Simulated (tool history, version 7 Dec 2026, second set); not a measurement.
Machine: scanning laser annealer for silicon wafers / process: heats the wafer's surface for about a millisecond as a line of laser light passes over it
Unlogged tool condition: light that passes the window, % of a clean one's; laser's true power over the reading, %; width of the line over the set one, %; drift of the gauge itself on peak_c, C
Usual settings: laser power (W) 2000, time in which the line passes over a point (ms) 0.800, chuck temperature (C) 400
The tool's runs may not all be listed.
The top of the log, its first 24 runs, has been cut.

run,hour,laser power (W),time in which the line passes over a point (ms),chuck temperature (C),hours of work since the window was cleaned,hours of work since the power meter was calibrated,hours of work since the optics were aligned,highest temperature of the surface (C)
25,1269.8,2073,0.773,400,534,2827,988,1169
26,1311.4,2150,0.704,400,563,2856,1017,1163
27,1366.1,2150,0.704,400,601,2894,1055,1156
28,1422.2,2150,0.704,366,640,2933,1094,1123
29,1471.7,2150,0.704,366,674,2967,1128,1119
30,1534.5,2124,0.833,393,718,3011,1172,1201
# hour 1585.0: window over the wafer cleaned
31,1597.4,2124,0.833,393,9,3053,1214,1226
32,1662.6,2045,0.833,368,54,3098,1259,1169
33,1714.3,1838,0.770,393,90,3134,1295,1087
34,1789.3,2096,0.800,400,142,3186,1347,1198
35,1827.6,2096,0.800,400,168,3212,1373,1199
36,1889.4,1840,0.825,361,211,3255,1416,1076
37,1962.0,2059,0.825,377,261,3305,1467,1168
38,2023.5,2059,0.726,439,304,3348,1509,1182
39,2058.9,2059,0.726,439,328,3373,1534,1179
40,2131.4,2000,0.882,400,379,3423,1584,1197

Branching from run 40: 5 alternative next runs. What would each branch give?
A,2202.1,2000,0.800,389,428,3472,1633,?
B,2202.1,1961,0.993,417,428,3472,1633,?
C,2202.1,2113,0.635,397,428,3472,1633,?
D,2202.1,2000,0.800,401,428,3472,1633,?
E,2202.1,1709,0.731,431,428,3472,1633,?

run,highest temperature of the surface (C)
A,1143
B,1247
C,1101
D,1151
E,1051
Without the tool's hidden state the same runs would have given:
run,highest temperature of the surface (C)
A,1175
B,1282
C,1131
D,1183
E,1077
